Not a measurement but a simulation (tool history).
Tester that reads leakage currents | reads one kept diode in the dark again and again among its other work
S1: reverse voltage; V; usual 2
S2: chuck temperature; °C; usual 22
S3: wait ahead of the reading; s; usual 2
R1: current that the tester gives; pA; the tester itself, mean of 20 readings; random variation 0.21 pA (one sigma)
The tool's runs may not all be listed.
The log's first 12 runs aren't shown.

run,hour,S1,S2,S3,R1
13,1595.8,2,22,2,70.75
14,1770.7,2,22,2,72.1
15,1874.8,2,22,2,72.26
# hour 1900.7: probe card cleaned and baked
16,1971.7,3.76,22,2,83.74
17,2113.3,14.09,22,2,132.13
18,2288.7,8.66,30,0.7,219.32
19,2454.2,5.65,30,2,190.25
20,2577.7,1.07,40,2.69,242.43
21,2667.2,2,41,0.45,319.84
22,2833.9,2,41,0.45,323
# hour 2863.4: chuck's temperature calibrated
23,3007.2,1.84,26,0.36,93.45
24,3100.8,1.84,25,3.08,85.3
25,3254.6,5.46,25,3.08,126.15
26,3384.1,8.07,28,2.41,185.78
27,3493,8.07,28,2.41,186.4
28,3608,2,38,4.22,250.06
29,3773,1.5,49,0.33,518.17
30,3877.2,1.5,49,0.33,519.89
31,3997.1,4.19,23,3.3,102.06

The next listed run, before its measurement:
32,4108,1,32,0.97,?

R1: 127.45 pA
Without the tool's hidden state the same run would have given R1 122.28 pA.
